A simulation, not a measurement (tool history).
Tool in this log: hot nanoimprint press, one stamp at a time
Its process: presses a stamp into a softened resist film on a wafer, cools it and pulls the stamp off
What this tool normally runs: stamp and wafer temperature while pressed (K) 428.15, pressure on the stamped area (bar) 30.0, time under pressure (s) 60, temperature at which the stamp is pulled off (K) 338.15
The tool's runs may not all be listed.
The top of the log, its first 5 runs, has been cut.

| run | hour | stamp and wafer temperature while pressed (K) | pressure on the stamped area (bar) | time under pressure (s) | temperature at which the stamp is pulled off (K) | resist left under the stamp's widest pad (nm) | greatest force while the stamp is pulled off (N) |
|---|---|---|---|---|---|---|---|
| 6 | 152.6 | 428.15 | 30.3 | 60 | 342.15 | 255.9 | 243 |
| 7 | 174.9 | 428.15 | 30.0 | 55 | 338.15 | 262.9 | 239 |
| 8 | 196.3 | 428.15 | 30.0 | 117 | 338.15 | 201.2 | 243 |
| 9 | 212.6 | 428.15 | 30.0 | 117 | 338.15 | 200.9 | 247 |
| 10 | 240.1 | 428.15 | 30.0 | 117 | 338.15 | 201.7 | 249 |
| 11 | 275.2 | 428.15 | 30.0 | 117 | 338.15 | 203.2 | 254 |
| 12 | 313.4 | 428.15 | 42.7 | 60 | 338.15 | 223.0 | 264 |
| 13 | 330.8 | 428.15 | 42.7 | 60 | 338.15 | 226.4 | 259 |
| 14 | 350.0 | 428.15 | 42.7 | 60 | 338.15 | 227.3 | 263 |
| 15 | 367.7 | 428.15 | 42.7 | 60 | 338.15 | 227.5 | 269 |
| 16 | 392.9 | 428.15 | 30.0 | 86 | 333.15 | 229.8 | 279 |
|  | 416.2 | stamp cleaned and given a new release coat |
| 17 | 434.8 | 428.15 | 30.0 | 86 | 333.15 | 232.3 | 244 |
|  | 452.2 | plate thermocouple calibrated |
| 18 | 469.9 | 428.15 | 30.0 | 86 | 333.15 | 225.9 | 257 |
| 19 | 487.2 | 428.15 | 30.0 | 86 | 333.15 | 229.8 | 253 |
| 20 | 511.3 | 431.15 | 30.0 | 44 | 338.15 | 260.3 | 251 |
| 21 | 527.3 | 439.15 | 30.0 | 44 | 325.15 | 205.7 | 261 |
| 22 | 543.3 | 439.15 | 30.0 | 44 | 325.15 | 205.7 | 264 |
| 23 | 563.1 | 430.15 | 27.0 | 69 | 329.15 | 240.6 | 260 |
| 24 | 585.7 | 423.15 | 30.0 | 36 | 338.15 | 352.5 | 256 |
| 25 | 617.0 | 425.15 | 30.0 | 60 | 341.15 | 285.8 | 255 |
| 26 | 641.9 | 425.15 | 30.0 | 60 | 341.15 | 287.2 | 250 |
| 27 | 679.7 | 425.15 | 24.9 | 110 | 341.15 | 254.2 | 254 |
| 28 | 695.8 | 440.15 | 30.0 | 60 | 332.15 | 178.1 | 265 |
| 29 | 728.4 | 424.15 | 30.0 | 59 | 332.15 | 300.7 | 258 |
| 30 | 749.0 | 438.15 | 30.0 | 60 | 338.15 | 193.0 | 268 |

Here are 4 independent what-if runs from the current tool condition. What would each one return?
| A | 786.1 | 427.15 | 30.0 | 60 | 338.15 | ? | ? |
| B | 786.1 | 428.15 | 30.0 | 63 | 324.15 | ? | ? |
| C | 786.1 | 428.15 | 30.0 | 60 | 332.15 | ? | ? |
| D | 786.1 | 428.15 | 30.0 | 63 | 338.15 | ? | ? |

| run | resist left under the stamp's widest pad (nm) | greatest force while the stamp is pulled off (N) |
|---|---|---|
| A | 274.5 | 262 |
| B | 261.8 | 295 |
| C | 260.4 | 273 |
| D | 260.6 | 261 |
With no hidden state in the tool, these same runs would have given:
| run | resist left under the stamp's widest pad (nm) | greatest force while the stamp is pulled off (N) |
|---|---|---|
| A | 260.2 | 237 |
| B | 247.8 | 266 |
| C | 246.6 | 247 |
| D | 246.7 | 236 |
